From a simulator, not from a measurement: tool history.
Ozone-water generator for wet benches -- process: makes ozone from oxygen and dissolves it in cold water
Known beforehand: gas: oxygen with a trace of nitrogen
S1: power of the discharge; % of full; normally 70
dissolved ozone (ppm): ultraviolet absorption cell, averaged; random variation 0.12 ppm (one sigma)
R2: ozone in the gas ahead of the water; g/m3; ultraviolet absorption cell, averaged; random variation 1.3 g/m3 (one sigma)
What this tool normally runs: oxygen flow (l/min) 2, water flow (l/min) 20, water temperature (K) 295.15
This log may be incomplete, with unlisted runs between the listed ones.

Run 1, hour 0: usual settings. Result: dissolved ozone (ppm) 10.6, R2 250.8 g/m3.
Run 2, hour 89.2: usual settings but water flow (l/min) 21. Result: dissolved ozone (ppm) 10.2, R2 246.5 g/m3.
Run 3, hour 194.2: usual settings. Result: dissolved ozone (ppm) 10.6, R2 248.7 g/m3.
Run 4, hour 255.2: usual settings. Result: dissolved ozone (ppm) 10.6, R2 246.7 g/m3.
Run 5, hour 355.4: usual settings. Result: dissolved ozone (ppm) 10.8, R2 248 g/m3.
Run 6, hour 419.5: usual settings. Result: dissolved ozone (ppm) 10.6, R2 248.3 g/m3.
Run 7, hour 514.8: usual settings but oxygen flow (l/min) 1.28. Result: dissolved ozone (ppm) 9.3, R2 309.3 g/m3.
Run 8, hour 576.1: usual settings but oxygen flow (l/min) 1.28. Result: dissolved ozone (ppm) 9.5, R2 311.5 g/m3.
Run 9, hour 698.5: usual settings but oxygen flow (l/min) 1.28. Result: dissolved ozone (ppm) 9.4, R2 308.9 g/m3.
Run 10, hour 818: usual settings but S1 46 % of full. Result: dissolved ozone (ppm) 8.5, R2 197.6 g/m3.
Run 11, hour 876.3: usual settings but S1 46 % of full. Result: dissolved ozone (ppm) 8.5, R2 196.1 g/m3.
Run 12, hour 933.7: usual settings but oxygen flow (l/min) 1. Result: dissolved ozone (ppm) 8.7, R2 349 g/m3.
Run 13, hour 1040: usual settings but oxygen flow (l/min) 1.66. Result: dissolved ozone (ppm) 10.1, R2 270.8 g/m3.
Run 14, hour 1134.8: usual settings but S1 56 % of full, oxygen flow (l/min) 1.56, water flow (l/min) 19, water temperature (K) 288.15. Result: dissolved ozone (ppm) 9.9, R2 249 g/m3.
Run 15, hour 1224.5: usual settings but S1 56 % of full, oxygen flow (l/min) 1.56, water flow (l/min) 19, water temperature (K) 288.15. Result: dissolved ozone (ppm) 10, R2 247.2 g/m3.
Run 16, hour 1329.5: usual settings but S1 56 % of full, oxygen flow (l/min) 1.56, water flow (l/min) 19, water temperature (K) 288.15. Result: dissolved ozone (ppm) 9.8, R2 248.1 g/m3.
Run 17, hour 1456.1: usual settings but S1 56 % of full, oxygen flow (l/min) 1.56, water flow (l/min) 23, water temperature (K) 293.15. Result: dissolved ozone (ppm) 7.6, R2 246.6 g/m3.
Run 18, hour 1536.9: usual settings but S1 69 % of full, water flow (l/min) 26. Result: dissolved ozone (ppm) 7.8, R2 244.9 g/m3.
Run 19, hour 1657.1: usual settings but S1 46 % of full, oxygen flow (l/min) 3.27, water temperature (K) 292.15. Result: dissolved ozone (ppm) 9.8, R2 152.3 g/m3.
Run 20, hour 1715.8: usual settings but S1 46 % of full, oxygen flow (l/min) 3.27, water temperature (K) 292.15. Result: dissolved ozone (ppm) 9.6, R2 150.3 g/m3.
Run 21, hour 1837.8: usual settings but S1 98 % of full, water flow (l/min) 32. Result: dissolved ozone (ppm) 7.7, R2 289.1 g/m3.
Run 22, hour 1950.5: usual settings but S1 42 % of full, oxygen flow (l/min) 1.87, water flow (l/min) 23, water temperature (K) 289.15. Result: dissolved ozone (ppm) 7.1, R2 191.6 g/m3.
At hour 2026.2: contactor cleaned.
Run 23, hour 2026.2: usual settings but oxygen flow (l/min) 1.48, water flow (l/min) 30. Result: dissolved ozone (ppm) 6.1, R2 284.9 g/m3.
Run 24, hour 2101.3: usual settings but oxygen flow (l/min) 1.11. Result: dissolved ozone (ppm) 9, R2 326.5 g/m3.
Run 25, hour 2165.5: usual settings but oxygen flow (l/min) 1.01, water temperature (K) 294.15. Result: dissolved ozone (ppm) 8.8, R2 343.7 g/m3.
Run 26, hour 2251.8: usual settings but oxygen flow (l/min) 1.01, water temperature (K) 294.15. Result: dissolved ozone (ppm) 8.4, R2 345.5 g/m3.

Predict each of these 4 candidate next runs independently; none follows another, all start after run 26:
Run A, hour 2327.5: usual settings but S1 49 % of full, oxygen flow (l/min) 1.01, water flow (l/min) 25, water temperature (K) 294.15. Result: dissolved ozone (ppm) ?, R2 ?.
Run B, hour 2327.5: usual settings but S1 96 % of full, water temperature (K) 290.15. Result: dissolved ozone (ppm) ?, R2 ?.
Run C, hour 2327.5: usual settings but oxygen flow (l/min) 1.01, water flow (l/min) 24, water temperature (K) 294.15. Result: dissolved ozone (ppm) ?, R2 ?.
Run D, hour 2327.5: usual settings but oxygen flow (l/min) 1.12, water flow (l/min) 17, water temperature (K) 288.15. Result: dissolved ozone (ppm) ?, R2 ?.

run  dissolved ozone (ppm)     R2
  A                    5.6  284.7
  B                     13  285.1
  C                    7.2  345.1
  D                   11.4  325.5
Without the tool's unlogged condition, the same runs would have read:
run  dissolved ozone (ppm)     R2
  A                    5.6  291.7
  B                     13  292.2
  C                    7.2  353.7
  D                   11.4  333.6
